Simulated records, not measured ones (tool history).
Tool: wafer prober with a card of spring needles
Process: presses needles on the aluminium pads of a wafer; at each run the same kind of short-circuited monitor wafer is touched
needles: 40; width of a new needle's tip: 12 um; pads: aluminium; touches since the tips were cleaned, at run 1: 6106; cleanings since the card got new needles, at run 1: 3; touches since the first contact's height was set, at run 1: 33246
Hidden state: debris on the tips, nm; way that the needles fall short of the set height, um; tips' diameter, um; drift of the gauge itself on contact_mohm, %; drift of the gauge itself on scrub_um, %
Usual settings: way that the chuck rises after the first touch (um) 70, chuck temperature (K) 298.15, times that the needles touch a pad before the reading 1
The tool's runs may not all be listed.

run   hour  way that the chuck rises after the first touch (um)  chuck temperature (K)  times that the needles touch a pad before the reading  touches since the tips were cleaned  cleanings since the card got new needles  touches since the first contact's height was set  resistance of one needle with its contact and lead (mohm)  way that a needle slides on the pad (um)
  1      0                                                   70                 298.15                                                      1                                 6106                                         3                                             33246                                                        268                                     10.03
       6.5  -- tips cleaned on abrasive film
  2   20.2                                                   70                 298.15                                                      1                                 6260                                         4                                             42437                                                        269                                     10.03
      24.5  -- tips cleaned on abrasive film
      44.4  -- tips cleaned on abrasive film
  3     58                                                   70                 298.15                                                      1                                 6251                                         6                                             59653                                                        266                                      9.97
        62  -- tips cleaned on abrasive film
      79.1  -- tips cleaned on abrasive film
      98.6  -- tips cleaned on abrasive film
  4  105.4                                                   70                 298.15                                                      1                                 3122                                         9                                             81179                                                        261                                      9.95
     116.2  -- tips cleaned on abrasive film
     133.3  -- tips cleaned on abrasive film
  5  134.4                                                   70                 298.15                                                      1                                  495                                        11                                             94336                                                        249                                       9.9
     150.6  -- tips cleaned on abrasive film
  6  162.8                                                   70                 298.15                                                      1                                 5592                                        12                                            107289                                                        266                                      9.91
     170.9  -- tips cleaned on abrasive film
     188.8  -- tips cleaned on abrasive film
  7    202                                                   70                 298.15                                                      1                                 6028                                        14                                            125117                                                        262                                      9.84
     208.4  -- tips cleaned on abrasive film
     228.4  -- tips cleaned on abrasive film
     246.3  -- tips cleaned on abrasive film
  8  246.3                                                   70                 298.15                                                      1                                    0                                        17                                            145247                                                        248                                      9.78
       266  -- tips cleaned on abrasive film
  9  275.8                                                   70                 298.15                                                      1                                 4452                                        18                                            158671                                                        260                                      9.78
     287.1  -- tips cleaned on abrasive film
       306  -- tips cleaned on abrasive film
 10    322                                                   70                 298.15                                                      1                                 7331                                        20                                            179739                                                        265                                      9.75
     324.2  -- tips cleaned on abrasive film
     342.7  -- tips cleaned on abrasive film
 11  354.4                                                   79                 298.15                                                      1                                 5377                                        22                                            194458                                                        260                                     11.01
     361.1  -- tips cleaned on abrasive film
 12  377.2                                                   70                 298.15                                                      1                                 7377                                        23                                            204835                                                        266                                      9.66
     380.1  -- tips cleaned on abrasive film
     387.8  -- height of the first contact set anew
     398.1  -- tips cleaned on abrasive film
 13  411.2                                                   53                 315.15                                                      2                                 5958                                        25                                             10661                                                        266                                      7.63
     418.8  -- tips cleaned on abrasive film
     437.7  -- tips cleaned on abrasive film
 14  441.3                                                   53                 302.15                                                      2                                 1635                                        27                                             24348                                                        253                                      7.58
     455.9  -- tips cleaned on abrasive film
     475.9  -- tips cleaned on abrasive film
 15    482                                                   53                 381.15                                                      1                                 2763                                        29                                             42854                                                        278                                      7.56
       494  -- tips cleaned on abrasive film
       512  -- tips cleaned on abrasive film
 16  519.2                                                   70                 298.15                                                      2                                 3313                                        31                                             59799                                                        252                                      9.95
     530.2  -- tips cleaned on abrasive film
 17  543.7                                                   70                 298.15                                                      2                                 6162                                        32                                             70940                                                        256                                      9.98
     551.5  -- tips cleaned on abrasive film
       570  -- tips cleaned on abrasive film
 18    570                                                   70                 298.15                                                      2                                    0                                        34                                             82883                                                        245                                      9.93
     590.7  -- tips cleaned on abrasive film
     610.2  -- tips cleaned on abrasive film
 19  611.1                                                   70                 298.15                                                      2                                  440                                        36                                            101594                                                        249                                      9.86

Forecast run 20:
     627.4  -- tips cleaned on abrasive film
     645.9  -- tips cleaned on abrasive film
 20  645.9                                                   58                 346.15                                                      2                                    0                                        38                                            117406                                                          ?                                         ?

resistance of one needle with its contact and lead (mohm): 261
way that a needle slides on the pad (um): 8.11
Without the tool's hidden state the same run would have given resistance of one needle with its contact and lead (mohm) 260, way that a needle slides on the pad (um) 8.33.

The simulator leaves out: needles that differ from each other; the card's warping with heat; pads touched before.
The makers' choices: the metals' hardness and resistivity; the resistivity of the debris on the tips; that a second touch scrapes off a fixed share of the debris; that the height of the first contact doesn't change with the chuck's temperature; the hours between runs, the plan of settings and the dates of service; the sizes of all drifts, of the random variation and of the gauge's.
